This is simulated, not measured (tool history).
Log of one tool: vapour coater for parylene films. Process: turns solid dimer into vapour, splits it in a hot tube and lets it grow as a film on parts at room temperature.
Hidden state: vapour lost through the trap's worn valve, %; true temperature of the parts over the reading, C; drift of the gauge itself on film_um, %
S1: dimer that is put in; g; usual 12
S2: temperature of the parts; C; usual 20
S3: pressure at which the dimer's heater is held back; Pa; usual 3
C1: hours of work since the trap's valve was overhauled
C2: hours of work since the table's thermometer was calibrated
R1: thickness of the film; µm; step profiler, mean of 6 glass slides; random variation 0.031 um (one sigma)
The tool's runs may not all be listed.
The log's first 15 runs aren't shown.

run	day	S1	S2	S3	C1	C2	R1
16	10.917	12	20	3	49	993	3.94
17	11.846	12	20	3	66	1011	3.93
18	12.788	12	20	3	84	1028	3.93
19	13.692	12	15	3	101	1046	4.41
20	14.225	12	15	3	111	1056	4.3
21	15.125	19	25	2.08	128	1073	5.64
22	15.796	20	29	5.41	141	1085	5.17
23	16.538	20	15	5.43	155	1099	6.88
24	16.954	20	15	5.43	163	1107	6.86
25	17.942	11	15	5.43	182	1126	3.79
# day 18.046: table's thermometer calibrated
26	18.796	11	15	5.43	197	14	3.78
27	19.754	6	23	3.12	215	32	1.84
28	20.188	6	23	3.12	223	41	1.75
29	20.625	11	20	3	232	49	3.47
30	21.146	6	19	11.63	242	59	1.79
# day 21.871: table's thermometer calibrated, once more
31	21.871	6	17	2.52	254	0	2.08
32	22.7	13	20	2.74	270	16	4.26
33	23.138	13	20	2.74	278	24	4.15
34	23.792	14	15	8.48	291	36	4.67
35	24.575	10	13	6.39	306	51	3.55
36	25.154	10	13	6.39	317	62	3.49
37	25.725	9	29	3	327	73	2.37
38	26.492	13	14	2.1	342	87	4.88
39	27.512	12	13	5.41	361	107	4.23

Forecast each of these 4 alternatives for the next run:
A	28.067	16	13	2.13	372	117	?
B	28.067	21	23	4.68	372	117	?
C	28.067	12	17	4.3	372	117	?
D	28.067	10	30	5.41	372	117	?

run	R1
A	5.99
B	6.04
C	3.96
D	2.5
Without the tool's hidden state the same runs would have given:
run	R1
A	6.43
B	6.48
C	4.24
D	2.68

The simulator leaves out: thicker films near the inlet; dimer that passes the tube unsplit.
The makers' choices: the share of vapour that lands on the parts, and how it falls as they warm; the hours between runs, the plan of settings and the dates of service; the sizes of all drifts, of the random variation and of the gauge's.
